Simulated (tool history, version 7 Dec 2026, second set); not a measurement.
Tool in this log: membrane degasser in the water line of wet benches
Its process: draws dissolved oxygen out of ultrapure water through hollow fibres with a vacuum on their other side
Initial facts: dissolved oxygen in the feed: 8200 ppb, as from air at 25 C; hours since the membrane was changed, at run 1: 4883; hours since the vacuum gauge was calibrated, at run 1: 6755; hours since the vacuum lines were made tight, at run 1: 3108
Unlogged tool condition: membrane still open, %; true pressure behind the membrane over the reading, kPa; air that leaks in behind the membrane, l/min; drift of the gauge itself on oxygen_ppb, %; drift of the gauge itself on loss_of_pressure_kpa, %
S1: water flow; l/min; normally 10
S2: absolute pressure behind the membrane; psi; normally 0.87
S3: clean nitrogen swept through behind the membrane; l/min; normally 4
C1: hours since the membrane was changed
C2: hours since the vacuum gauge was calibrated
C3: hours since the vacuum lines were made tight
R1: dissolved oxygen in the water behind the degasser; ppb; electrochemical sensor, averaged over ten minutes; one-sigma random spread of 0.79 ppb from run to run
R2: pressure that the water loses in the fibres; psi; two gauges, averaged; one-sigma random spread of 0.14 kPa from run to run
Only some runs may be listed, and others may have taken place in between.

Run 1, day 0: usual settings; C1 4883; C2 6755; C3 3108. Result: R1 72.5 ppb, R2 4.625 psi.
Run 2, day 3.075: usual settings; C1 4957; C2 6829; C3 3182. Result: R1 71.8 ppb, R2 4.646 psi.
Run 3, day 8.858: usual settings; C1 5095; C2 6968; C3 3321. Result: R1 72.9 ppb, R2 4.609 psi.
Run 4, day 15.846: usual settings; C1 5263; C2 7135; C3 3489. Result: R1 74.2 ppb, R2 4.611 psi.
Run 5, day 22.696: usual settings but S3 1.9 l/min; C1 5428; C2 7300; C3 3653. Result: R1 91.9 ppb, R2 4.627 psi.
Run 6, day 28.35: usual settings but S1 9 l/min, S3 1.9 l/min; C1 5563; C2 7435; C3 3789. Result: R1 71.2 ppb, R2 4.142 psi.
Run 7, day 33.158: usual settings but S1 9 l/min, S3 1.9 l/min; C1 5679; C2 7551; C3 3904. Result: R1 70.1 ppb, R2 4.163 psi.
At day 36.012: vacuum gauge calibrated.
Run 8, day 37.258: usual settings but S3 6.11 l/min; C1 5777; C2 30; C3 4002. Result: R1 67.3 ppb, R2 4.601 psi.
Run 9, day 43.267: usual settings but S3 6.11 l/min; C1 5921; C2 174; C3 4146. Result: R1 68.2 ppb, R2 4.582 psi.
Run 10, day 50.375: usual settings but S1 8 l/min; C1 6091; C2 345; C3 4317. Result: R1 39.5 ppb, R2 3.675 psi.
Run 11, day 53.679: usual settings but S1 8 l/min; C1 6171; C2 424; C3 4396. Result: R1 38.2 ppb, R2 3.684 psi.
Run 12, day 60.596: usual settings but S2 1.862 psi; C1 6337; C2 590; C3 4562. Result: R1 114.2 ppb, R2 4.55 psi.
Run 13, day 66.325: usual settings but S2 1.862 psi; C1 6474; C2 728; C3 4700. Result: R1 115.1 ppb, R2 4.574 psi.
Run 14, day 71.658: usual settings but S3 2.74 l/min; C1 6602; C2 856; C3 4828. Result: R1 82.1 ppb, R2 4.55 psi.
Run 15, day 74.85: usual settings but S3 8.53 l/min; C1 6679; C2 932; C3 4904. Result: R1 63.6 ppb, R2 4.577 psi.
Run 16, day 79.979: usual settings but S3 8.53 l/min; C1 6802; C2 1055; C3 5027. Result: R1 64.8 ppb, R2 4.563 psi.
Run 17, day 83.333: usual settings but S3 8.53 l/min; C1 6882; C2 1136; C3 5108. Result: R1 64.8 ppb, R2 4.605 psi.
Run 18, day 87.554: usual settings but S3 7.04 l/min; C1 6984; C2 1237; C3 5209. Result: R1 65.8 ppb, R2 4.557 psi.
Run 19, day 94.717: usual settings but S1 9 l/min, S3 2.39 l/min; C1 7156; C2 1409; C3 5381. Result: R1 65.7 ppb, R2 4.1 psi.
Run 20, day 98.371: usual settings but S1 16 l/min, S2 1.488 psi, S3 5.88 l/min; C1 7243; C2 1497; C3 5469. Result: R1 265.5 ppb, R2 7.295 psi.
At day 99.996: gauge calibrated.
At day 102.021: seals of the vacuum lines changed.
Run 21, day 103.625: usual settings but S1 14 l/min, S2 0.612 psi, S3 3.66 l/min; C1 7367; C2 1621; C3 38. Result: R1 164.4 ppb, R2 6.505 psi.
Run 22, day 107.108: usual settings but S1 6 l/min, S2 0.772 psi, S3 3.66 l/min; C1 7451; C2 1704; C3 122. Result: R1 16 ppb, R2 2.799 psi.
Run 23, day 111.292: usual settings but S2 0.734 psi, S3 2.87 l/min; C1 7551; C2 1805; C3 223. Result: R1 72.4 ppb, R2 4.635 psi.
Run 24, day 117.667: usual settings but S1 9 l/min, S2 2.168 psi, S3 9.29 l/min; C1 7704; C2 1958; C3 375. Result: R1 67.5 ppb, R2 4.167 psi.
Run 25, day 123.183: usual settings but S3 7.66 l/min; C1 7837; C2 2090; C3 508. Result: R1 65.6 ppb, R2 4.637 psi.
Run 26, day 128.15: usual settings but S1 9 l/min, S2 1.128 psi, S3 7.66 l/min; C1 7956; C2 2209; C3 627. Result: R1 52.4 ppb, R2 4.184 psi.
Run 27, day 134.646: usual settings but S2 1.714 psi, S3 2.89 l/min; C1 8112; C2 2365; C3 783. Result: R1 127.4 ppb, R2 4.611 psi.
Run 28, day 140.929: usual settings but S2 1.714 psi, S3 2.89 l/min; C1 8263; C2 2516; C3 934. Result: R1 124.5 ppb, R2 4.582 psi.
Run 29, day 147.071: usual settings but S2 1.714 psi, S3 2.89 l/min; C1 8410; C2 2663; C3 1081. Result: R1 126.9 ppb, R2 4.586 psi.
Run 30, day 153.929: usual settings but S1 12 l/min, S2 0.69 psi, S3 2.6 l/min; C1 8575; C2 2828; C3 1246. Result: R1 118.4 ppb, R2 5.52 psi.
Run 31, day 158.671: usual settings but S3 4.85 l/min; C1 8688; C2 2942; C3 1360. Result: R1 70.8 ppb, R2 4.585 psi.
Run 32, day 163.562: usual settings but S1 11 l/min, S2 0.595 psi, S3 4.85 l/min; C1 8806; C2 3059; C3 1477. Result: R1 81.4 ppb, R2 5.028 psi.

Measured minus without-hidden-state, run by run (identical run-to-run variation in each term; gauge scatter may differ):
run      R2
  1  +0.001
  2  -0.001
  3  -0.007
  4  -0.016
  5  -0.023
  6  -0.026
  7  -0.032
  8  -0.039
  9  -0.045
 10  -0.042
 11  -0.045
 12  -0.064
 13  -0.071
 14  -0.077
 15   -0.08
 16  -0.086
 17  -0.088
 18  -0.093
 19  -0.091
 20   -0.17
 21  -0.001
 22  -0.003
 23  -0.009
 24  -0.015
 25  -0.022
 26  -0.025
 27  -0.035
 28  -0.042
 29  -0.049
 30  -0.068
 31  -0.062
 32  -0.074
R1: differs from the measured result by no more than 0.5 ppb in any run.
